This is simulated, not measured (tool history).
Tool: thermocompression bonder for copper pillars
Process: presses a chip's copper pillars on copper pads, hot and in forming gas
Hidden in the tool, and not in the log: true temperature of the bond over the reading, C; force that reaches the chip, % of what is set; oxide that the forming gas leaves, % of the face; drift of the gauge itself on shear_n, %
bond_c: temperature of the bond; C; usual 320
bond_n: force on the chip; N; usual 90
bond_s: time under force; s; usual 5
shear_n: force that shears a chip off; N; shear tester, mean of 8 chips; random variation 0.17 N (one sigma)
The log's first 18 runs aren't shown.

run	hour	bond_c	bond_n	bond_s	hours of work since the heater was calibrated	hours of work since the force cell was calibrated	hours of work since the gas filter was changed	shear_n
19	542	320	90	4	1081	866	298	39.2
20	565.9	320	90	11	1092	877	309	56.4
# hour 604.4: forming gas filter changed
21	604.4	320	90	11	1110	895	0	56.6
22	642.9	319	55	8	1128	913	18	35.3
23	671.2	319	55	8	1141	926	31	35.7
24	704.1	320	90	6	1157	941	47	45.6
25	745.3	319	117	6	1176	961	66	54
26	767.6	319	117	6	1187	971	77	53.7
27	803.9	313	94	3	1204	988	94	32.5
28	831.6	306	90	12	1217	1001	107	48.7
29	873.1	328	134	13	1236	1021	126	78.9
30	915.2	344	78	5	1256	1040	146	52
31	948.9	325	83	7	1272	1056	162	48.8
32	970.4	320	78	9	1282	1066	172	47.7
33	993.3	320	78	7	1292	1077	182	43.7
34	1015.3	320	134	5	1303	1087	193	55.8
35	1039.8	339	56	6	1314	1099	204	41.8
36	1079.3	339	56	4	1333	1117	223	35.5
37	1097.9	317	90	13	1342	1126	232	57.8
38	1133.5	335	90	13	1358	1143	248	69.9
39	1169.1	320	90	5	1375	1160	265	42.8
40	1193.1	341	59	4	1386	1171	276	38.3

Forecast each of these 3 alternatives for the next run:
A	1237.6	291	90	5	1407	1192	297	?
B	1237.6	313	59	5	1407	1192	297	?
C	1237.6	341	94	4	1407	1192	297	?

run	shear_n
A	27.3
B	28.2
C	52.6
Without the tool's hidden state the same runs would have given:
run	shear_n
A	27.2
B	28.2
C	52.6
